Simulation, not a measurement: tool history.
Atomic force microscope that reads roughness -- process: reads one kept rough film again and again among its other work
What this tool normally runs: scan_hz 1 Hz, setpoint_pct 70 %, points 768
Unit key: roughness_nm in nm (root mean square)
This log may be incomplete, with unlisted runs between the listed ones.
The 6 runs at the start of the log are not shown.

| run | day | scan_hz | setpoint_pct | points | roughness_nm |
|---|---|---|---|---|---|
|  | 13.288 | new tip fitted |
| 7 | 14.325 | 1 | 70 | 1015 | 5.022 |
| 8 | 17.362 | 1 | 70 | 1015 | 4.992 |
|  | 18.004 | new tip fitted |
| 9 | 19.988 | 1 | 70 | 1015 | 5.004 |
| 10 | 21.621 | 1 | 70 | 768 | 5.042 |
|  | 22.683 | new tip fitted |
| 11 | 24.704 | 0.72 | 70 | 768 | 5.061 |
| 12 | 26.621 | 0.72 | 70 | 768 | 5.004 |
|  | 27.575 | new tip fitted |
| 13 | 28.796 | 0.72 | 70 | 768 | 5.057 |
| 14 | 31.846 | 1 | 70 | 418 | 4.995 |
|  | 32.367 | new tip fitted |
| 15 | 34.429 | 1 | 70 | 418 | 5.018 |
| 16 | 36.6 | 1 | 70 | 418 | 5.013 |
|  | 37.142 | new tip fitted |
| 17 | 39.55 | 1 | 70 | 418 | 4.993 |
| 18 | 40.908 | 1 | 70 | 418 | 4.991 |
|  | 41.8 | new tip fitted |
| 19 | 43.629 | 1 | 70 | 418 | 4.982 |
| 20 | 46.229 | 1 | 70 | 418 | 4.996 |
|  | 46.525 | new tip fitted |
| 21 | 48.683 | 3.24 | 82 | 768 | 4.557 |
| 22 | 49.996 | 1 | 81 | 325 | 4.92 |
|  | 51.179 | new tip fitted |
| 23 | 52.971 | 2.93 | 70 | 768 | 4.829 |
| 24 | 55.096 | 1.59 | 85 | 585 | 4.757 |
|  | 55.971 | new tip fitted |
| 25 | 58.158 | 1.59 | 85 | 585 | 4.747 |
|  | 60.612 | new tip fitted |
| 26 | 60.612 | 1 | 68 | 532 | 4.983 |
| 27 | 63.6 | 1 | 70 | 414 | 4.966 |

Run 28 is up next; what results do you expect?
|  | 65.254 | new tip fitted |
| 28 | 65.638 | 1.27 | 70 | 384 | ? |

{"run 28": {"roughness_nm": 4.95}}
With no hidden state in the tool, this same run would have given roughness_nm 4.953 nm (root mean square).
